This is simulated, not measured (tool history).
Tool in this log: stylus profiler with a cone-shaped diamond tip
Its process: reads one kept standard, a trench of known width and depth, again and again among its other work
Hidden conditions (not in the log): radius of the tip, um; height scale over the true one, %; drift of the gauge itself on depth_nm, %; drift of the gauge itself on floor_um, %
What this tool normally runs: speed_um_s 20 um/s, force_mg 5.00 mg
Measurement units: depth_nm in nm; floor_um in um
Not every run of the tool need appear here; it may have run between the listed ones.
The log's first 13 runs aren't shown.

run	hour	speed_um_s	force_mg	scans with this tip	hours of work since the height scale was calibrated	depth_nm	floor_um
14	660.2	20	3.98	1027	72	203.41	47.85
15	709.0	20	3.98	1578	111	203.45	47.73
16	743.7	20	3.98	1970	139	203.41	47.67
17	783.0	20	3.98	2413	170	203.47	47.59
18	828.8	20	4.95	2930	206	204.03	47.47
19	874.1	20	4.95	3441	242	203.89	47.46
20	927.7	20	4.95	4046	285	203.91	47.35
21	995.0	20	4.95	4806	338	203.85	47.24
22	1065.0	20	4.95	5596	394	203.89	47.21
23	1128.8	20	4.95	6315	444	203.96	47.08
24	1186.8	66	3.53	6970	491	202.95	46.84
25	1230.0	20	3.42	7457	525	202.93	46.92
26	1264.6	12	6.49	7848	552	204.46	46.88
27	1323.1	8	2.83	8507	599	202.50	46.79
28	1351.6	58	2.89	8830	621	202.39	46.69
29	1394.8	52	3.57	9317	656	203.02	46.62
30	1423.4	48	10.16	9640	678	206.15	46.67

Estimate the outcome of run 31 from the log above:
31	1488.3	9	9.91	10372	730	?	?

depth_nm: 205.98 nm
floor_um: 46.63 um
With no hidden state in the tool, this same run would have given depth_nm 206.25 nm, floor_um 48.02 um.
